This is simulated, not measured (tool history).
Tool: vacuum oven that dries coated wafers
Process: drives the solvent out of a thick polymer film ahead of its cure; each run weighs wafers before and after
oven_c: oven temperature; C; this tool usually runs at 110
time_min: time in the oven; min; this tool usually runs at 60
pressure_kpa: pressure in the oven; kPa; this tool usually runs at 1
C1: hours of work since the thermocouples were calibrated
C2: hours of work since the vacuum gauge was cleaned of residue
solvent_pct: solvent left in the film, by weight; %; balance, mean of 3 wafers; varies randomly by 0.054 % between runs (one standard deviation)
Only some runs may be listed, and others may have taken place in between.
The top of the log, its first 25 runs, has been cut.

{"run": 26, "hour": 1190.1, "oven_c": 102, "time_min": 38, "pressure_kpa": 1.9, "C1": 543, "C2": 614, "solvent_pct": 6.35}
{"run": 27, "hour": 1255.5, "oven_c": 102, "time_min": 38, "pressure_kpa": 0.51, "C1": 573, "C2": 643, "solvent_pct": 4.87}
{"run": 28, "hour": 1294.3, "oven_c": 108, "time_min": 78, "pressure_kpa": 1, "C1": 590, "C2": 661, "solvent_pct": 1.92}
{"run": 29, "hour": 1364.0, "oven_c": 100, "time_min": 62, "pressure_kpa": 0.64, "C1": 622, "C2": 693, "solvent_pct": 3.91}
{"run": 30, "hour": 1408.9, "oven_c": 110, "time_min": 34, "pressure_kpa": 1.76, "C1": 642, "C2": 713, "solvent_pct": 4.52}
{"run": 31, "hour": 1466.4, "oven_c": 106, "time_min": 52, "pressure_kpa": 0.92, "C1": 669, "C2": 740, "solvent_pct": 3.2}
{"run": 32, "hour": 1515.2, "oven_c": 110, "time_min": 37, "pressure_kpa": 1, "C1": 691, "C2": 762, "solvent_pct": 3.35}
{"run": 33, "hour": 1570.1, "oven_c": 110, "time_min": 37, "pressure_kpa": 1, "C1": 716, "C2": 787, "solvent_pct": 3.37}
{"run": 34, "hour": 1613.2, "oven_c": 120, "time_min": 37, "pressure_kpa": 2.25, "C1": 736, "C2": 806, "solvent_pct": 2.48}
{"run": 35, "hour": 1678.8, "oven_c": 98, "time_min": 75, "pressure_kpa": 3.7, "C1": 766, "C2": 836, "solvent_pct": 8.27}
{"run": 36, "hour": 1727.2, "oven_c": 123, "time_min": 98, "pressure_kpa": 0.73, "C1": 788, "C2": 858, "solvent_pct": 0.67}
{"run": 37, "hour": 1779.1, "oven_c": 105, "time_min": 36, "pressure_kpa": 1.03, "C1": 811, "C2": 882, "solvent_pct": 4.94}
{"run": 38, "hour": 1827.1, "oven_c": 105, "time_min": 85, "pressure_kpa": 1.12, "C1": 833, "C2": 904, "solvent_pct": 2.42}
{"run": 39, "hour": 1884.9, "oven_c": 110, "time_min": 70, "pressure_kpa": 0.51, "C1": 860, "C2": 930, "solvent_pct": 1.18}
{"run": 40, "hour": 1921.3, "oven_c": 118, "time_min": 64, "pressure_kpa": 0.51, "C1": 876, "C2": 947, "solvent_pct": 0.64}
{"run": 41, "hour": 1980.8, "oven_c": 125, "time_min": 45, "pressure_kpa": 2.08, "C1": 903, "C2": 974, "solvent_pct": 1.7}
{"run": 42, "hour": 2051.3, "oven_c": 98, "time_min": 50, "pressure_kpa": 1.79, "C1": 935, "C2": 1006, "solvent_pct": 6.6}
{"run": 43, "hour": 2095.5, "oven_c": 96, "time_min": 50, "pressure_kpa": 1.79, "C1": 956, "C2": 1026, "solvent_pct": 7.18}
{"run": 44, "hour": 2155.4, "oven_c": 108, "time_min": 50, "pressure_kpa": 0.95, "C1": 983, "C2": 1054, "solvent_pct": 2.88}
{"run": 45, "hour": 2209.7, "oven_c": 108, "time_min": 50, "pressure_kpa": 0.95, "C1": 1008, "C2": 1078, "solvent_pct": 2.82}
{"run": 46, "hour": 2249.6, "oven_c": 108, "time_min": 50, "pressure_kpa": 0.95, "C1": 1026, "C2": 1097, "solvent_pct": 2.91}

What will run 47 give?
{"run": 47, "hour": 2309.5, "oven_c": 119, "time_min": 71, "pressure_kpa": 1, "C1": 1053, "C2": 1124, "solvent_pct": "?"}

Logged for run 47: solvent_pct 1.02 %.
Without the tool's hidden state the same run would have given solvent_pct 1.01 %.
